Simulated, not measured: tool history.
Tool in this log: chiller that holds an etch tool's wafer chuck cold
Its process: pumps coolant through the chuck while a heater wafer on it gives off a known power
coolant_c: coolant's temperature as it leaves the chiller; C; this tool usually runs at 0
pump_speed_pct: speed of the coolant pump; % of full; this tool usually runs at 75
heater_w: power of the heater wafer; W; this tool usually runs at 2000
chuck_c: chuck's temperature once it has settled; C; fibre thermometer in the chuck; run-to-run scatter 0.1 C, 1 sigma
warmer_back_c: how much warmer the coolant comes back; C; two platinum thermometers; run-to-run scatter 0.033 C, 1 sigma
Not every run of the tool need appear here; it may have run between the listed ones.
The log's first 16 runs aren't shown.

run      day  coolant_c  pump_speed_pct  heater_w  hours since the coolant was changed and the channels were flushed  hours since the pump was overhauled  hours since the chiller's thermometer was calibrated  chuck_c  warmer_back_c
 17   66.342         -9              75      2000                                                               2714                                 5141                                                  2714      7.4           4.80
 18   70.129         10              75      1766                                                               2805                                 5232                                                  2805     24.8           4.16
 19   73.508         -2              83      1164                                                               2886                                 5313                                                  2886      6.6           2.39
 20   77.054          9              76      2535                                                               2971                                 5398                                                  2971     29.7           6.02
 21   81.308          0              81      1178                                                               3073                                 5500                                                  3073      9.1           2.50
 22   86.979          0              75      1126                                                               3209                                 5636                                                  3209      9.2           2.61
 23   90.779         -1              82      1311                                                               3301                                 5727                                                  3301      8.9           2.66
 24   94.096          0              75      1591                                                               3380                                 5807                                                  3380     13.1           3.70
 25   97.762          0              75      1591                                                               3468                                 5895                                                  3468     13.1           3.66
 26  102.954         -3              92      1639                                                               3593                                 6019                                                  3593      8.1           2.95
 27  107.404         -3              77      1392                                                               3700                                 6126                                                  3700      8.3           3.10
 28  110.742          0              61      2081                                                               3780                                 6206                                                  3780     20.9           6.20
 29  115.583         10              97      2000                                                               3896                                 6323                                                  3896     23.0           3.42
 30  119.967         -5              73      1093                                                               4001                                 6428                                                  4001      4.3           2.48
 31  126.054         -5              73      1093                                                               4147                                 6574                                                  4147      4.2           2.49

Forecast each of these 4 alternatives for the next run:
  A  130.400         10              70      2892                                                               4252                                 6678                                                  4252        ?              ?
  B  130.400          4              76      2000                                                               4252                                 6678                                                  4252        ?              ?
  C  130.400          0              86      2519                                                               4252                                 6678                                                  4252        ?              ?
  D  130.400         -5              65      2140                                                               4252                                 6678                                                  4252        ?              ?

run  chuck_c  warmer_back_c
  A     35.5           7.33
  B     20.3           4.52
  C     18.3           5.07
  D     15.3           5.90
Without the tool's unlogged condition, the same runs would have read:
run  chuck_c  warmer_back_c
  A     35.5           7.64
  B     20.3           4.84
  C     18.3           5.39
  D     15.2           6.21

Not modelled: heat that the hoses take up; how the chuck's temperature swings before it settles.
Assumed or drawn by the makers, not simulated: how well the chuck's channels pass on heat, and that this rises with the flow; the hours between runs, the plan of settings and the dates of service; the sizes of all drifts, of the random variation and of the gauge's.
